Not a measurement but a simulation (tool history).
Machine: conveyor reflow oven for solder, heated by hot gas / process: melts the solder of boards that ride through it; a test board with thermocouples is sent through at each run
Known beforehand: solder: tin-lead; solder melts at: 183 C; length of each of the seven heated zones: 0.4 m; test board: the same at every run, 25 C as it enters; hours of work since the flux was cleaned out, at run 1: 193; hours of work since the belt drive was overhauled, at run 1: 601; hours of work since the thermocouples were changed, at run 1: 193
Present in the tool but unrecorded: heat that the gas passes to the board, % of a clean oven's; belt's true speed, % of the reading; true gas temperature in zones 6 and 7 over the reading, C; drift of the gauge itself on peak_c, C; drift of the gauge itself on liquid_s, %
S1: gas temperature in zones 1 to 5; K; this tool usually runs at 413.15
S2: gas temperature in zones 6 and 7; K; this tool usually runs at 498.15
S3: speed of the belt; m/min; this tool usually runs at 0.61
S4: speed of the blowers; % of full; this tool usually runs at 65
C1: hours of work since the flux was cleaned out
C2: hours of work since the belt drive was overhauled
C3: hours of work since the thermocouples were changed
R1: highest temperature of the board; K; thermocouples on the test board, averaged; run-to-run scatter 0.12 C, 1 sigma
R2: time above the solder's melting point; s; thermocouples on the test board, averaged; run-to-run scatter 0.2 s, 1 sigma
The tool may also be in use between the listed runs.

run     day      S1      S2     S3  S4   C1   C2   C3      R1    R2
  1       0  413.15  498.15   0.61  65  193  601  193  480.65  50.6
  2   0.771  413.15  498.15   0.61  65  202  610  202  480.45  50.5
  3   1.567  413.15  498.15   0.61  58  212  619  212  478.05  47.3
  4   2.275  413.15  498.15   0.61  58  220  627  220  478.25  47.2
  5   2.883  413.15  498.15   0.61  58  227  634  227  478.05  47.4
  6   3.229  413.15  498.15   0.61  58  231  638  231  478.05  47.1
  7   3.621  413.15  498.15   0.61  58  235  643  235  478.05  47.2
      4.333  -- flux residue cleaned out of gas plates and filters
  8    4.65  413.15  498.15   0.61  63    4  653  245  481.55  52.2
  9   5.046  413.15  498.15   0.61  63    8  657  249  481.55  52.3
      5.283  -- belt drive overhauled, speed set with a stopwatch
 10   5.975  413.15  498.15   0.61  63   17    8  258  481.65  52.8
 11   6.629  413.15  498.15   0.61  63   25   16  266  481.55  52.7
       7.15  -- belt drive overhauled, speed set with a stopwatch, once more
 12   7.379  413.15  498.15   0.61  65   31    3  273  481.45  50.6
 13   8.192  413.15  498.15   0.61  65   41   12  282  481.25  50.7
 14   8.846  425.15  498.15   0.61  65   48   20  290  483.65  58.5
 15   9.238  425.15  498.15   0.61  65   53   24  294  483.65  58.5
 16   9.642  425.15  489.15  0.612  76   58   29  299  478.05  54.1
 17  10.342  400.15  494.15  0.553  79   66   37  307  481.55  54.1
 18  10.929  405.15  494.15  0.653  65   73   44  314  473.85  35.8
 19  11.271  410.15  511.15  0.542  60   77   48  318  493.85  68.6
 20  11.792  410.15  511.15  0.542  60   83   54  324  493.75  68.9
 21  12.162  410.15  511.15    0.5  68   87   58  328  498.25  79.2
 22  12.567  410.15  511.15  0.649  55   92   63  333  485.05  48.5
 23  12.988  410.15  511.15  0.649  55   96   68  338  484.95  48.8
 24  13.808  410.15  511.15  0.649  55  106   77  347  484.75  48.5
 25  14.158  412.15  498.15   0.61  65  110   81  351  480.65  49.8
 26  14.867  412.15  498.15   0.61  65  118   89  359  480.65  49.5
 27  15.671  412.15  511.15   0.61  65  127   99  369  491.25  59.5
 28  16.062  413.15  498.15  0.589  74  132  103  373  483.85  56.7
 29  16.625  413.15  498.15  0.666  57  139  110  380  475.05  38.2
 30  17.054  414.15  498.15  0.666  57  143  115  385  475.15  38.2

5 options for the next run, each taken on its own from the tool as it stands now. Forecast them:
  A  17.429  414.15  498.15   0.67  57  148  119  389   ?   ?
  B  17.429  421.15  498.15   0.62  62  148  119  389   ?   ?
  C  17.429  413.15  508.15   0.52  62  148  119  389   ?   ?
  D  17.429  412.15  498.15  0.519  57  148  119  389   ?   ?
  E  17.429  414.15  498.15  0.666  75  148  119  389   ?   ?

run      R1    R2
  A  475.15  37.7
  B  481.05  52.3
  C  493.25  72.8
  D  482.95  62.1
  E  480.75  46.5
Without the tool's hidden state the same runs would have given:
run      R1    R2
  A  476.25  39.2
  B  481.95  53.4
  C  494.15  73.5
  D  483.75  63.2
  E  481.85  47.9

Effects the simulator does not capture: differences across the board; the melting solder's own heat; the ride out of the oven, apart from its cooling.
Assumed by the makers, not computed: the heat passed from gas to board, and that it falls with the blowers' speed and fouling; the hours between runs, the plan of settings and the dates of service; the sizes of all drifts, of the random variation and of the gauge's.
